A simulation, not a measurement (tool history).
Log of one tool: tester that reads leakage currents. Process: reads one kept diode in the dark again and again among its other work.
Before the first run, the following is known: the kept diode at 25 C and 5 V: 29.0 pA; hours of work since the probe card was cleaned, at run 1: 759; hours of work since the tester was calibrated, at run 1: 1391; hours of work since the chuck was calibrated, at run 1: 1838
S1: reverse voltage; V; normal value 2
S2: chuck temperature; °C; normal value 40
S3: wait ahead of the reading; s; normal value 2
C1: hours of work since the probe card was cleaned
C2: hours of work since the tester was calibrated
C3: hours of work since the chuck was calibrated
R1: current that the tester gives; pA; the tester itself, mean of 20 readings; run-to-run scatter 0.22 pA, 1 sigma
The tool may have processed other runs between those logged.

run,hour,S1,S2,S3,C1,C2,C3,R1
1,0,2,40,2,759,1391,1838,66.82
2,144.3,2,40,2,853,1485,1932,66.95
3,377.4,2,40,2,1005,1637,2084,67.11
# hour 447.9: probe card cleaned and baked
4,529.8,2,40,1.73,53,1735,2181,62.09
5,767.7,2,40,1.73,209,1890,2337,62.26
# hour 900: chuck's temperature calibrated
6,979.3,13.57,40,2,345,2027,52,203.18
7,1190,2,40,2,483,2164,189,69.99
8,1318.4,2,33,2,567,2248,273,38.94
9,1501.4,2,33,2,686,2367,392,39.28
10,1699.1,2,33,2,815,2496,521,39.31
11,1810.9,2,40,2,888,2569,594,70.29
12,1934,2,40,2,968,2650,674,70.47
# hour 2056.5: probe card cleaned and baked
13,2148.8,2,40,2,60,2788,813,65.92
14,2363.9,2,40,2,201,2928,953,65.98
15,2558.5,2,42,2,327,3055,1080,78.15
16,2734.6,2,42,2,442,3170,1195,78.05
17,2962,2,22,2,591,3318,1343,14.67
18,3183.3,12.65,22,2,735,3463,1487,53.52
19,3373.6,12.65,22,2,859,3587,1612,56.84
20,3524.6,1.25,34,6.4,958,3685,1710,30.77
# hour 3666.5: probe card cleaned and baked
21,3714,1.25,34,6.4,31,3807,1832,28.09
22,3866.5,1.25,34,6.4,130,3906,1931,27.92
# hour 4059: tester calibrated
23,4059,6.53,27,1.62,255,0,2055,39.83
24,4170.8,6.53,27,1.62,328,73,2128,41.03
25,4336.7,6.53,27,1.62,436,181,2236,42.27
26,4436.7,6.53,27,1.62,501,246,2302,43.09
27,4596.3,6.53,27,1.62,605,350,2406,44.6
# hour 4612.4: chuck's temperature calibrated
28,4786.2,7.46,45,9.59,728,473,113,231.21
29,4887.9,7.46,45,9.59,794,539,180,232.22
30,5063.4,2.89,28,0.39,909,654,294,35.68
31,5182.5,2.06,21,2,986,732,372,16.88
# hour 5278: probe card cleaned and baked
32,5331.7,2.06,21,2,35,827,467,12.2
33,5448.5,3.28,45,2,111,903,543,137.75
34,5587.3,17.16,40,9.44,202,994,634,224.69

What would each run have given without the hidden state, its run-to-run variation left as it was?
Hidden state present: stray current of the dirty probe card, pA a volt; current scale over the true one, %; true chuck temperature over the reading, C; drift of the gauge itself on leakage_pa, %.
run,R1
1,70.06
2,70.12
3,70.12
4,70.1
5,70.08
6,196.87
7,69.99
8,37.7
9,37.81
10,37.6
11,70.13
12,70.26
13,70.42
14,70.4
15,83.49
16,83.42
17,13.38
18,36.57
19,36.72
20,31.91
21,32.08
22,31.79
23,40.92
24,41.14
25,41.01
26,40.98
27,41.11
28,218.32
29,219.03
30,29.76
31,12.33
32,12.33
33,140.36
34,224.15

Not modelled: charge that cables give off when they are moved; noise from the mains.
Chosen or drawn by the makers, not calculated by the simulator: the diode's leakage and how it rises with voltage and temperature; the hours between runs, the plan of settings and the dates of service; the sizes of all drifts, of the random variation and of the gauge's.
